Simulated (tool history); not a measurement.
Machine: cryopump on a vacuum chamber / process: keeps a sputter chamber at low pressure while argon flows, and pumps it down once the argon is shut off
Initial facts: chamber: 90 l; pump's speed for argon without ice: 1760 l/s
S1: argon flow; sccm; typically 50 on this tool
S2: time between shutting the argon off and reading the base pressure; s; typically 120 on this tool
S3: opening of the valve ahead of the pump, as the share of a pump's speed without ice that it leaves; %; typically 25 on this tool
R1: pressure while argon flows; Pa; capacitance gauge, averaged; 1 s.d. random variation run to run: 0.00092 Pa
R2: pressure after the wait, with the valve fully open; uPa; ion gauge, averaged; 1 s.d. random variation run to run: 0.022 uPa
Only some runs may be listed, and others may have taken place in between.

run	hour	S1	S2	S3	R1	R2
1	0	50	120	25	0.1944	1.01
2	55.1	50	120	25	0.1935	1.02
3	102.5	50	26	25	0.1961	2.86
4	179.1	50	26	25	0.1973	2.98
5	219.6	50	26	19	0.2584	2.93
6	298.4	50	120	32	0.1598	1.17
7	333.8	50	120	31	0.1633	1.15
8	368.6	50	120	25	0.2032	1.2
9	405.1	50	120	42	0.1259	1.17
10	456.7	50	120	42	0.1281	1.23
11	504.9	28	120	42	0.0716	1.21
12	543.6	28	120	42	0.0733	1.29
13	628	83	220	21	0.4136	1.13
# hour 701.3: pump warmed up, emptied and cooled again
14	716.5	62	38	44	0.1369	2.21
15	784.5	50	120	17	0.284	1.13
16	821.9	43	120	25	0.1673	1.18
17	863.3	28	30	43	0.0648	2.75
18	906.2	28	30	43	0.0665	2.79
19	961.2	22	190	31	0.0709	1.04
20	1014.3	22	58	16	0.1369	1.83
21	1064.2	22	58	16	0.1359	1.85
22	1120.1	22	58	16	0.1387	1.82
23	1164	22	58	16	0.137	1.89

Forecast each of these 5 alternatives for the next run:
A	1225	20	58	30	?	?
B	1225	99	24	23	?	?
C	1225	40	58	18	?	?
D	1225	50	120	20	?	?
E	1225	20	58	16	?	?

run	R1	R2
A	0.0704	1.9
B	0.4458	3.39
C	0.227	1.9
D	0.2556	1.37
E	0.1263	1.94
What these runs would have given with no unlogged condition in the tool:
run	R1	R2
A	0.064	1.19
B	0.4142	2.67
C	0.2142	1.19
D	0.2397	0.67
E	0.12	1.23
